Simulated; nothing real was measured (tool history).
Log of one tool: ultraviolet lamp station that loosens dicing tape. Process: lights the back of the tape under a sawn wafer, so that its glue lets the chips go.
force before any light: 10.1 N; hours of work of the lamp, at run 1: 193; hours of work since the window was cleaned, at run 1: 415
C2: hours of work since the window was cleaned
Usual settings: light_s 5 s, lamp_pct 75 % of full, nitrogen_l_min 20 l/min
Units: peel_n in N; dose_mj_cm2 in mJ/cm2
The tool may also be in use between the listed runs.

run 1 hour=0 | light_s=5 lamp_pct=75 nitrogen_l_min=20 | hours_of_work_of_the_lamp=193 C2=415 | peel_n=1.472 dose_mj_cm2=309
run 2 hour=41.2 | light_s=7 lamp_pct=75 nitrogen_l_min=20 | hours_of_work_of_the_lamp=221 C2=444 | peel_n=0.732 dose_mj_cm2=427
run 3 hour=64.6 | light_s=5 lamp_pct=79 nitrogen_l_min=20 | hours_of_work_of_the_lamp=237 C2=460 | peel_n=1.363 dose_mj_cm2=317
run 4 hour=83.5 | light_s=5 lamp_pct=79 nitrogen_l_min=20 | hours_of_work_of_the_lamp=250 C2=473 | peel_n=1.356 dose_mj_cm2=319
run 5 hour=119.8 | light_s=5 lamp_pct=79 nitrogen_l_min=20 | hours_of_work_of_the_lamp=275 C2=497 | peel_n=1.462 dose_mj_cm2=319
run 6 hour=158 | light_s=5 lamp_pct=79 nitrogen_l_min=20 | hours_of_work_of_the_lamp=301 C2=524 | peel_n=1.413 dose_mj_cm2=311
run 7 hour=185.4 | light_s=5 lamp_pct=82 nitrogen_l_min=20 | hours_of_work_of_the_lamp=320 C2=542 | peel_n=1.369 dose_mj_cm2=320
run 8 hour=209.3 | light_s=5 lamp_pct=82 nitrogen_l_min=20 | hours_of_work_of_the_lamp=337 C2=559 | peel_n=1.332 dose_mj_cm2=315
run 9 hour=228.4 | light_s=5 lamp_pct=82 nitrogen_l_min=20 | hours_of_work_of_the_lamp=350 C2=572 | peel_n=1.366 dose_mj_cm2=322
run 10 hour=258.5 | light_s=2 lamp_pct=75 nitrogen_l_min=20 | hours_of_work_of_the_lamp=370 C2=592 | peel_n=4.845 dose_mj_cm2=116
run 11 hour=277.4 | light_s=2 lamp_pct=75 nitrogen_l_min=20 | hours_of_work_of_the_lamp=383 C2=605 | peel_n=4.856 dose_mj_cm2=111
run 12 hour=314.9 | light_s=2 lamp_pct=75 nitrogen_l_min=20 | hours_of_work_of_the_lamp=409 C2=631 | peel_n=4.778 dose_mj_cm2=112
run 13 hour=339.5 | light_s=2 lamp_pct=75 nitrogen_l_min=20 | hours_of_work_of_the_lamp=426 C2=648 | peel_n=4.873 dose_mj_cm2=115
-- hour=344.8 window cleaned of glue's vapour
run 14 hour=367.3 | light_s=5 lamp_pct=82 nitrogen_l_min=20 | hours_of_work_of_the_lamp=444 C2=15 | peel_n=1.522 dose_mj_cm2=302
run 15 hour=396.1 | light_s=4 lamp_pct=82 nitrogen_l_min=20 | hours_of_work_of_the_lamp=464 C2=35 | peel_n=2.207 dose_mj_cm2=242
run 16 hour=435.5 | light_s=4 lamp_pct=75 nitrogen_l_min=20 | hours_of_work_of_the_lamp=491 C2=62 | peel_n=2.585 dose_mj_cm2=217
run 17 hour=456.3 | light_s=4 lamp_pct=75 nitrogen_l_min=20 | hours_of_work_of_the_lamp=505 C2=76 | peel_n=2.505 dose_mj_cm2=214
run 18 hour=485 | light_s=5 lamp_pct=75 nitrogen_l_min=20 | hours_of_work_of_the_lamp=525 C2=96 | peel_n=1.86 dose_mj_cm2=267
-- hour=506.2 window cleaned of glue's vapour, once more
run 19 hour=506.7 | light_s=5 lamp_pct=75 nitrogen_l_min=20 | hours_of_work_of_the_lamp=540 C2=0 | peel_n=1.672 dose_mj_cm2=285
run 20 hour=536.5 | light_s=7 lamp_pct=89 nitrogen_l_min=29 | hours_of_work_of_the_lamp=560 C2=21 | peel_n=0.459 dose_mj_cm2=470
run 21 hour=568.7 | light_s=7 lamp_pct=89 nitrogen_l_min=29 | hours_of_work_of_the_lamp=582 C2=43 | peel_n=0.458 dose_mj_cm2=472
run 22 hour=600.9 | light_s=7 lamp_pct=89 nitrogen_l_min=29 | hours_of_work_of_the_lamp=604 C2=65 | peel_n=0.49 dose_mj_cm2=465
run 23 hour=623.9 | light_s=7 lamp_pct=89 nitrogen_l_min=29 | hours_of_work_of_the_lamp=620 C2=81 | peel_n=0.503 dose_mj_cm2=459
run 24 hour=657.9 | light_s=9 lamp_pct=68 nitrogen_l_min=7 | hours_of_work_of_the_lamp=643 C2=104 | peel_n=1.49 dose_mj_cm2=449
run 25 hour=679.2 | light_s=6 lamp_pct=83 nitrogen_l_min=30 | hours_of_work_of_the_lamp=658 C2=118 | peel_n=0.809 dose_mj_cm2=362
run 26 hour=719.6 | light_s=5 lamp_pct=95 nitrogen_l_min=20 | hours_of_work_of_the_lamp=685 C2=146 | peel_n=1.209 dose_mj_cm2=339
run 27 hour=758.2 | light_s=5 lamp_pct=95 nitrogen_l_min=20 | hours_of_work_of_the_lamp=712 C2=173 | peel_n=1.211 dose_mj_cm2=338
run 28 hour=796.2 | light_s=5 lamp_pct=95 nitrogen_l_min=20 | hours_of_work_of_the_lamp=738 C2=199 | peel_n=1.353 dose_mj_cm2=332
run 29 hour=818 | light_s=5 lamp_pct=95 nitrogen_l_min=20 | hours_of_work_of_the_lamp=753 C2=213 | peel_n=1.325 dose_mj_cm2=329
-- hour=827 lamp changed
run 30 hour=839.9 | light_s=3 lamp_pct=93 nitrogen_l_min=14 | hours_of_work_of_the_lamp=9 C2=228 | peel_n=2.545 dose_mj_cm2=250
run 31 hour=861.9 | light_s=3 lamp_pct=93 nitrogen_l_min=7 | hours_of_work_of_the_lamp=24 C2=243 | peel_n=3.443 dose_mj_cm2=246
run 32 hour=896.7 | light_s=3 lamp_pct=84 nitrogen_l_min=7 | hours_of_work_of_the_lamp=48 C2=267 | peel_n=4.056 dose_mj_cm2=223
run 33 hour=923.6 | light_s=3 lamp_pct=61 nitrogen_l_min=7 | hours_of_work_of_the_lamp=66 C2=285 | peel_n=5.008 dose_mj_cm2=160
run 34 hour=960.9 | light_s=3 lamp_pct=95 nitrogen_l_min=6 | hours_of_work_of_the_lamp=92 C2=311 | peel_n=3.596 dose_mj_cm2=244
run 35 hour=988.7 | light_s=3 lamp_pct=95 nitrogen_l_min=6 | hours_of_work_of_the_lamp=111 C2=330 | peel_n=3.702 dose_mj_cm2=242
run 36 hour=1025.1 | light_s=3 lamp_pct=95 nitrogen_l_min=6 | hours_of_work_of_the_lamp=136 C2=355 | peel_n=3.771 dose_mj_cm2=242
run 37 hour=1047.9 | light_s=5 lamp_pct=90 nitrogen_l_min=6 | hours_of_work_of_the_lamp=151 C2=370 | peel_n=2.235 dose_mj_cm2=381
run 38 hour=1081.1 | light_s=5 lamp_pct=80 nitrogen_l_min=7 | hours_of_work_of_the_lamp=174 C2=393 | peel_n=2.404 dose_mj_cm2=335

Forecast each of these 5 alternatives for the next run:
run A hour=1105 | light_s=5 lamp_pct=80 nitrogen_l_min=13 | hours_of_work_of_the_lamp=190 C2=409 | peel_n=? dose_mj_cm2=?
run B hour=1105 | light_s=5 lamp_pct=80 nitrogen_l_min=31 | hours_of_work_of_the_lamp=190 C2=409 | peel_n=? dose_mj_cm2=?
run C hour=1105 | light_s=7 lamp_pct=87 nitrogen_l_min=19 | hours_of_work_of_the_lamp=190 C2=409 | peel_n=? dose_mj_cm2=?
run D hour=1105 | light_s=3 lamp_pct=64 nitrogen_l_min=33 | hours_of_work_of_the_lamp=190 C2=409 | peel_n=? dose_mj_cm2=?
run E hour=1105 | light_s=6 lamp_pct=75 nitrogen_l_min=8 | hours_of_work_of_the_lamp=190 C2=409 | peel_n=? dose_mj_cm2=?

run=A peel_n=1.66 dose_mj_cm2=334
run=B peel_n=0.936 dose_mj_cm2=337
run=C peel_n=0.536 dose_mj_cm2=504
run=D peel_n=3.098 dose_mj_cm2=159
run=E peel_n=1.897 dose_mj_cm2=375
Without the tool's hidden state the same runs would have given:
run=A peel_n=1.399 dose_mj_cm2=368
run=B peel_n=0.761 dose_mj_cm2=371
run=C peel_n=0.432 dose_mj_cm2=556
run=D peel_n=2.751 dose_mj_cm2=176
run=E peel_n=1.613 dose_mj_cm2=413

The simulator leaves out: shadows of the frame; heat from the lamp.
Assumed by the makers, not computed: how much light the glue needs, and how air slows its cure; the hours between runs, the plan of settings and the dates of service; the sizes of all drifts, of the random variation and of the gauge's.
